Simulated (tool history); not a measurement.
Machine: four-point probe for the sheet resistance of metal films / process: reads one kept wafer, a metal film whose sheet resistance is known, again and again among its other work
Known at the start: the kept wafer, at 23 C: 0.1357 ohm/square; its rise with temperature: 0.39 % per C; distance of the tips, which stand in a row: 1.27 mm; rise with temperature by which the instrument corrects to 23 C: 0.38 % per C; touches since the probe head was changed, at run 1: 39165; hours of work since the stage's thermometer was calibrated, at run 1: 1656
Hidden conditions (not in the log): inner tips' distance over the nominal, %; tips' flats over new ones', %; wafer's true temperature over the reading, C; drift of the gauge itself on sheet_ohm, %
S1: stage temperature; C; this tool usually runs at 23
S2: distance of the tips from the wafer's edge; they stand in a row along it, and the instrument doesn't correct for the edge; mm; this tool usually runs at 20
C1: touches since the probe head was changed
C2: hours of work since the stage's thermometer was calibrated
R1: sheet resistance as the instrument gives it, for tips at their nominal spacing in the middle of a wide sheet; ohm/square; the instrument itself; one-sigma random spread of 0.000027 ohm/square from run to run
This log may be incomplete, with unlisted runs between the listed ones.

| run | day | S1 | S2 | C1 | C2 | R1 |
|---|---|---|---|---|---|---|
| 1 | 0 | 23 | 20 | 39165 | 1656 | 0.135623 |
| 2 | 4.267 | 23 | 20 | 40597 | 1727 | 0.135541 |
| 3 | 7.217 | 21 | 20 | 41587 | 1775 | 0.135509 |
| 4 | 10.25 | 21 | 20 | 42606 | 1825 | 0.13545 |
| 5 | 13.742 | 21 | 20 | 43779 | 1883 | 0.135441 |
| 6 | 18.625 | 23 | 20 | 45417 | 1963 | 0.135448 |
| 7 | 21.042 | 23 | 20 | 46229 | 2003 | 0.135442 |
|  | 25.192 | stage's thermometer calibrated |
| 8 | 25.192 | 23 | 20 | 47615 | 0 | 0.135758 |
| 9 | 29.754 | 23 | 7 | 49146 | 75 | 0.137796 |
| 10 | 33.45 | 20 | 27 | 50388 | 136 | 0.135496 |
| 11 | 38.604 | 25 | 28 | 52118 | 221 | 0.135553 |
| 12 | 41.4 | 20 | 24 | 53056 | 267 | 0.135504 |
| 13 | 44.758 | 24 | 3 | 54184 | 322 | 0.147134 |
| 14 | 49.942 | 25 | 68 | 55923 | 408 | 0.135361 |
| 15 | 52.971 | 23 | 9 | 56941 | 458 | 0.136724 |

Below are 3 alternative next runs, each starting from the tool's condition after run 15. Predict each:
| A | 56.129 | 28 | 25 | 58002 | 510 | ? |
| B | 56.129 | 31 | 7 | 58002 | 510 | ? |
| C | 56.129 | 23 | 34 | 58002 | 510 | ? |

| run | R1 |
|---|---|
| A | 0.135433 |
| B | 0.137701 |
| C | 0.135332 |
Stripped of hidden state, with their random variation kept, the same runs would have yielded:
| run | R1 |
|---|---|
| A | 0.135886 |
| B | 0.13816 |
| C | 0.135785 |
